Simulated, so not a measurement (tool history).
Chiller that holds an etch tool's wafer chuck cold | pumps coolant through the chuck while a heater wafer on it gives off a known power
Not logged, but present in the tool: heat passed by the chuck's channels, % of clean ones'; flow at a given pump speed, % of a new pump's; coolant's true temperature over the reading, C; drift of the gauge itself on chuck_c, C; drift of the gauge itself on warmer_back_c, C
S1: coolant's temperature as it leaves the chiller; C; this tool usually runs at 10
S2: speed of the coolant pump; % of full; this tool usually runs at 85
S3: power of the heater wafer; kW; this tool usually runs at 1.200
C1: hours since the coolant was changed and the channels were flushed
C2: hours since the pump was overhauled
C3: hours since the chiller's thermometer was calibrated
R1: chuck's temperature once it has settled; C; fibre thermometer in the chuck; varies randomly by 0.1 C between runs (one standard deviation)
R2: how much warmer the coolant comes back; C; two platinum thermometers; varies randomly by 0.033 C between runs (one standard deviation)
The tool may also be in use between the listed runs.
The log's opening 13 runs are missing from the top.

run   hour  S1  S2     S3    C1    C2    C3    R1    R2
 14  417.9  10  61  0.746  1246   999  2524  20.0  3.87
 15  446.6  10  61  0.746  1275  1028  2553  19.9  3.88
 16  469.3  10  61  0.746  1297  1050  2576  20.1  3.89
 17  499.9  10  61  0.746  1328  1081  2606  19.9  3.87
 18  519.1  10  82  0.682  1347  1100  2625  17.3  2.68
 19  555.4  10  77  1.432  1383  1136  2662  25.8  5.89
 20  579.2  10  77  1.432  1407  1160  2685  25.8  5.97
 21  613.0  10  99  1.374  1441  1194  2719  22.7  4.41
     615.9  -- chiller's thermometer calibrated
 22  636.1  13  85  1.200  1463  1216    20  25.8  4.55
 23  668.7   6  67  1.200  1496  1249    53  20.9  5.76
 24  701.6   5  67  1.200  1529  1282    86  20.0  5.73
     740.1  -- chiller's thermometer calibrated, once more
 25  748.8   5  67  1.200  1575  1328     9  19.6  5.71
 26  794.3  14  80  0.758  1620  1373    54  22.2  2.97
 27  827.3  14  95  1.744  1653  1406    87  30.3  5.91
 28  864.5  14  95  1.744  1690  1443   124  30.1  5.93
 29  886.9  14  95  1.744  1713  1466   147  30.4  5.89
 30  911.7   7  81  1.200  1738  1491   172  19.7  4.78
 31  938.1   5  98  1.573  1764  1517   198  19.4  5.16
 32  970.9   5  98  1.573  1797  1550   231  19.3  5.16

4 options for the next run, each taken on its own from the tool as it stands now. Forecast them:
  A  1016.4   5  64  1.573  1842  1595  276   ?   ?
  B  1016.4   5  72  0.836  1842  1595  276   ?   ?
  C  1016.4  15  85  1.365  1842  1595  276   ?   ?
  D  1016.4   7  65  1.573  1842  1595  276   ?   ?

run    R1    R2
  A  24.9  7.83
  B  14.6  3.72
  C  28.9  5.14
  D  26.6  7.75
With the hidden condition removed and each run's random variation left untouched, the same runs would have given:
run    R1    R2
  A  24.0  7.76
  B  14.1  3.69
  C  28.3  5.10
  D  25.8  7.69

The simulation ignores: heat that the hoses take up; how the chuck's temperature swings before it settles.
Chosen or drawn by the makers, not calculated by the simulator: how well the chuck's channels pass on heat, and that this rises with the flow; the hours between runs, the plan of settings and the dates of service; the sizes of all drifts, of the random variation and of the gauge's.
